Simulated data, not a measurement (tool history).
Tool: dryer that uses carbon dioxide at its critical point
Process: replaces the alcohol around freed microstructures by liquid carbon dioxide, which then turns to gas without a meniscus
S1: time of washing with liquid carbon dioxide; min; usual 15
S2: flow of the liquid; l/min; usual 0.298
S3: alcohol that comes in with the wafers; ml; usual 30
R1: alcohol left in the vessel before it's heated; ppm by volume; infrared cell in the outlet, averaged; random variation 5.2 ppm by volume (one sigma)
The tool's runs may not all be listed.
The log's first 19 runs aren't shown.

run 20 hour=349.4 | S1=15 S2=0.46 S3=105 | R1=64
run 21 hour=363.4 | S1=15 S2=0.46 S3=105 | R1=72
run 22 hour=385 | S1=21 S2=0.211 S3=105 | R1=771
run 23 hour=405 | S1=21 S2=0.211 S3=105 | R1=768
run 24 hour=431 | S1=13 S2=0.455 S3=29 | R1=64
run 25 hour=448.2 | S1=13 S2=0.455 S3=29 | R1=62
run 26 hour=462 | S1=13 S2=0.455 S3=29 | R1=70
-- hour=480.2 inlet filter changed
run 27 hour=480.9 | S1=10 S2=0.466 S3=36 | R1=126
run 28 hour=506.2 | S1=10 S2=0.466 S3=36 | R1=124
run 29 hour=518.1 | S1=24 S2=0.309 S3=64 | R1=38
run 30 hour=542.2 | S1=24 S2=0.309 S3=64 | R1=49
run 31 hour=565 | S1=24 S2=0.309 S3=64 | R1=50
run 32 hour=583.3 | S1=11 S2=0.401 S3=42 | R1=180
run 33 hour=601.9 | S1=11 S2=0.401 S3=42 | R1=191
run 34 hour=623 | S1=11 S2=0.401 S3=42 | R1=189
run 35 hour=638.5 | S1=11 S2=0.401 S3=42 | R1=195
run 36 hour=660.2 | S1=11 S2=0.401 S3=42 | R1=194
run 37 hour=672.7 | S1=15 S2=0.2 S3=22 | R1=764
run 38 hour=696.5 | S1=15 S2=0.201 S3=26 | R1=881
run 39 hour=711.9 | S1=15 S2=0.201 S3=26 | R1=874

5 ways to go on from here, each from the tool as it stands after run 39. What would each give?
run A hour=724.3 | S1=15 S2=0.284 S3=29 | R1=?
run B hour=724.3 | S1=11 S2=0.311 S3=101 | R1=?
run C hour=724.3 | S1=15 S2=0.298 S3=112 | R1=?
run D hour=724.3 | S1=15 S2=0.213 S3=26 | R1=?
run E hour=724.3 | S1=19 S2=0.298 S3=30 | R1=?

run=A R1=191
run=B R1=1724
run=C R1=466
run=D R1=697
run=E R1=67
Without the tool's hidden state the same runs would have given:
run=A R1=123
run=B R1=1463
run=C R1=353
run=D R1=576
run=E R1=17

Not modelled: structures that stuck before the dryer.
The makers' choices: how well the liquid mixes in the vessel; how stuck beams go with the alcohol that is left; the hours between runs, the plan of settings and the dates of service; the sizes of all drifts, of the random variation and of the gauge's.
